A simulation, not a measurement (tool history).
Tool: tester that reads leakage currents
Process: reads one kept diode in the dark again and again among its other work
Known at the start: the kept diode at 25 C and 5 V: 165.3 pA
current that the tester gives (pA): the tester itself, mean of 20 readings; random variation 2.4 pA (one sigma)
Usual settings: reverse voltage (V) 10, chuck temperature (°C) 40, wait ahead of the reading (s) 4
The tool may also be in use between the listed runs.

run	hour	reverse voltage (V)	chuck temperature (°C)	wait ahead of the reading (s)	current that the tester gives (pA)
1	0	10	40	4	793.03
2	134.1	10	40	4	800.34
3	234.9	10	40	4	807.55
4	336.3	10	40	4	818.84
5	522.7	9.2	40	4	802.64
6	679.7	9.2	40	4	804.8
7	792.6	9.2	40	4	811.52
8	879.7	14.9	27	5.03	371.78
9	970.9	1.3	30	8.33	147.6
10	1101.9	2.9	30	0.57	218.78
11	1281.7	12.7	39	1.75	901.84
12	1451.4	10	40	2.62	876.31
13	1579.3	10	40	2.62	884.49

Not shown: 1 entry that the log had between the listed runs. Between which runs, and how does the tool's hidden state differ before and after?
Between runs 3 and 4: tester calibrated (hour 278.1)
  stray current of the dirty probe card, pA a volt: 1.338 -> 1.379; current scale over the true one, %: -1.79 -> -0.06; true chuck temperature over the reading, C: 0.3 -> 0.38
  measured less the result without the state, current that the tester gives (pA): +17.55 -> +36.42

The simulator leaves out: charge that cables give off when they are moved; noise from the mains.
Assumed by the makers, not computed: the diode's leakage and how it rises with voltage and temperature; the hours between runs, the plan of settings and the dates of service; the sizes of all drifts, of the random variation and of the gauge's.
